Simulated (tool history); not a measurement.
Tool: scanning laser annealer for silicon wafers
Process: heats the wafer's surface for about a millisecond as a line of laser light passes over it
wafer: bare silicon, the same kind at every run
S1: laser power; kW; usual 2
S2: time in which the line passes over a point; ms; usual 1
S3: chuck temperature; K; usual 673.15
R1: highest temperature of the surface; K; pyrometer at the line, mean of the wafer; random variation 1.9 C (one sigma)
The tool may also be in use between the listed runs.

run,day,S1,S2,S3,R1
1,0,2,1,673.15,1442.15
2,0.996,2,1,673.15,1443.15
3,1.8,1.964,1,673.15,1423.15
4,3.325,1.964,1,673.15,1427.15
5,4.062,1.964,1,673.15,1422.15
6,5.225,1.964,1,673.15,1425.15
7,6.496,1.964,1,673.15,1425.15
8,8.075,1.796,1,673.15,1353.15
9,8.9,1.796,0.85,673.15,1301.15
10,9.917,1.796,0.85,673.15,1299.15
11,10.867,2,0.75,673.15,1341.15
12,11.892,2,0.72,673.15,1324.15
13,13.279,2,0.7,689.15,1330.15
14,14.342,2,0.7,689.15,1331.15
15,15.112,1.819,1,705.15,1393.15
16,16.333,1.819,1,658.15,1347.15
17,17.046,1.819,1,658.15,1348.15
18,17.921,2,1.19,673.15,1511.15
19,19.396,2,0.72,637.15,1288.15
20,20.525,2,0.72,637.15,1294.15

Forecast run 21:
21,22.075,1.815,0.74,693.15,?

{"run 21": {"R1": 1283.15}}
Without the tool's hidden state the same run would have given R1 1283.15 K.
